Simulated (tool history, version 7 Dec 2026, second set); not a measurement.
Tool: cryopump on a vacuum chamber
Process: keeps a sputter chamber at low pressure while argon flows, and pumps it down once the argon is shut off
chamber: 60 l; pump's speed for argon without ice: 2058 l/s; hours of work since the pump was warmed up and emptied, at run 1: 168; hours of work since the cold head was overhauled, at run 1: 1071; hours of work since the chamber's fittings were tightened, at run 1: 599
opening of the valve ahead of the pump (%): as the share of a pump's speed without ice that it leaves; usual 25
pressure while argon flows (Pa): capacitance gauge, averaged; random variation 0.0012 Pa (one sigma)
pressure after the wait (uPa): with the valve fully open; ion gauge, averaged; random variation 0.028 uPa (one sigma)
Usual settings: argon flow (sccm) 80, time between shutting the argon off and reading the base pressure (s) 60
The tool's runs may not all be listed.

| run | day | argon flow (sccm) | time between shutting the argon off and reading the base pressure (s) | opening of the valve ahead of the pump (%) | hours of work since the pump was warmed up and emptied | hours of work since the cold head was overhauled | hours of work since the chamber's fittings were tightened | pressure while argon flows (Pa) | pressure after the wait (uPa) |
|---|---|---|---|---|---|---|---|---|---|
| 1 | 0.000 | 80 | 60 | 25 | 168 | 1071 | 599 | 0.2719 | 1.79 |
| 2 | 4.729 | 80 | 60 | 25 | 221 | 1123 | 652 | 0.2724 | 1.80 |
| 3 | 9.842 | 80 | 60 | 25 | 277 | 1180 | 708 | 0.2734 | 1.85 |
| 4 | 12.704 | 80 | 60 | 25 | 309 | 1212 | 740 | 0.2760 | 1.93 |
| 5 | 16.812 | 80 | 30 | 25 | 354 | 1257 | 785 | 0.2770 | 3.09 |
| 6 | 21.000 | 80 | 60 | 25 | 401 | 1304 | 832 | 0.2796 | 2.02 |
|  | 23.396 | pump warmed up, emptied and cooled again |
| 7 | 26.671 | 80 | 23 | 25 | 36 | 1364 | 892 | 0.2656 | 3.74 |
| 8 | 31.192 | 80 | 23 | 25 | 86 | 1414 | 942 | 0.2671 | 3.81 |
| 9 | 35.575 | 80 | 23 | 25 | 135 | 1463 | 991 | 0.2737 | 3.92 |
| 10 | 39.238 | 80 | 23 | 25 | 175 | 1503 | 1031 | 0.2710 | 3.92 |
| 11 | 44.242 | 86 | 23 | 25 | 231 | 1558 | 1087 | 0.2927 | 4.04 |
| 12 | 48.929 | 86 | 23 | 25 | 283 | 1610 | 1139 | 0.2981 | 4.00 |
| 13 | 54.400 | 86 | 23 | 25 | 343 | 1671 | 1199 | 0.2986 | 4.14 |
| 14 | 58.271 | 80 | 202 | 25 | 386 | 1714 | 1242 | 0.2816 | 1.59 |
|  | 62.012 | pump warmed up, emptied and cooled again |
| 15 | 62.642 | 80 | 202 | 25 | 7 | 1760 | 1288 | 0.2644 | 1.39 |
| 16 | 65.925 | 80 | 202 | 25 | 43 | 1796 | 1324 | 0.2652 | 1.50 |
| 17 | 69.462 | 70 | 27 | 20 | 82 | 1835 | 1364 | 0.2931 | 3.72 |
| 18 | 74.208 | 70 | 27 | 20 | 135 | 1888 | 1416 | 0.2926 | 3.75 |
| 19 | 78.325 | 70 | 27 | 20 | 181 | 1933 | 1462 | 0.2940 | 3.80 |
| 20 | 82.600 | 145 | 96 | 25 | 228 | 1981 | 1509 | 0.4956 | 2.01 |

Run 21 comes next. What will it give?
| 21 | 87.808 | 91 | 96 | 24 | 286 | 2038 | 1567 | ? | ? |

Run 21 gave pressure while argon flows (Pa) 0.3256, pressure after the wait (uPa) 2.17.
Without the tool's hidden state the same run would have given pressure while argon flows (Pa) 0.3116, pressure after the wait (uPa) 0.87.

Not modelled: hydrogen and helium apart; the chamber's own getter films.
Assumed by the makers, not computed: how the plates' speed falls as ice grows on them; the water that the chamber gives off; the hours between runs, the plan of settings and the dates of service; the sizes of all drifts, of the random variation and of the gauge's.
